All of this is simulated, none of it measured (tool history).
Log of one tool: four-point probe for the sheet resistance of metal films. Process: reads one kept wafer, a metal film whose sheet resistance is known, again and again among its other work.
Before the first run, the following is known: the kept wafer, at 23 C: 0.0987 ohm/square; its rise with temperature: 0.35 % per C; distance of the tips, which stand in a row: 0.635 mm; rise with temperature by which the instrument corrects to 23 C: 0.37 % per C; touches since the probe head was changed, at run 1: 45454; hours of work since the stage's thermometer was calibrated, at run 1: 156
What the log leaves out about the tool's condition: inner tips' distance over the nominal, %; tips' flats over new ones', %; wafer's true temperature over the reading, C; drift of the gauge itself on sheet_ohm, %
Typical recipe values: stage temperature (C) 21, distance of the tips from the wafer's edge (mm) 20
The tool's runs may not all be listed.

| run | day | stage temperature (C) | distance of the tips from the wafer's edge (mm) | touches since the probe head was changed | hours of work since the stage's thermometer was calibrated | sheet resistance as the instrument gives it (ohm/square) |
|---|---|---|---|---|---|---|
| 1 | 0 | 21 | 20 | 45454 | 156 | 0.099232 |
| 2 | 2.658 | 21 | 20 | 48543 | 192 | 0.099266 |
| 3 | 5.508 | 21 | 20 | 51858 | 231 | 0.099254 |
| 4 | 8.112 | 27 | 20 | 54881 | 267 | 0.099129 |
| 5 | 9.729 | 27 | 20 | 56759 | 289 | 0.099143 |
| 6 | 11.825 | 27 | 20 | 59196 | 318 | 0.099183 |
| 7 | 14.238 | 27 | 20 | 62000 | 351 | 0.099182 |
| 8 | 15.725 | 27 | 20 | 63732 | 372 | 0.099155 |
| 9 | 17.158 | 21 | 20 | 65397 | 392 | 0.099314 |
| 10 | 18.85 | 21 | 20 | 67364 | 415 | 0.099334 |
| 11 | 21.167 | 21 | 20 | 70054 | 447 | 0.09933 |
|  | 21.333 | stage's thermometer calibrated |
| 12 | 23.358 | 21 | 20 | 72577 | 28 | 0.09933 |
| 13 | 26.417 | 32 | 20 | 76133 | 70 | 0.099152 |
| 14 | 28.629 | 21 | 20 | 78701 | 100 | 0.099355 |
| 15 | 30.546 | 21 | 37 | 80929 | 127 | 0.099356 |
| 16 | 32.296 | 19 | 24 | 82966 | 151 | 0.099406 |
| 17 | 35.175 | 18 | 4 | 86309 | 190 | 0.10076 |

For run 18, what comes out?
| 18 | 36.812 | 18 | 4 | 88213 | 213 | ? |

Logged for run 18: sheet resistance as the instrument gives it (ohm/square) 0.100757.
Had the tool carried no hidden state, the very same run would have given sheet resistance as the instrument gives it (ohm/square) 0.100125.
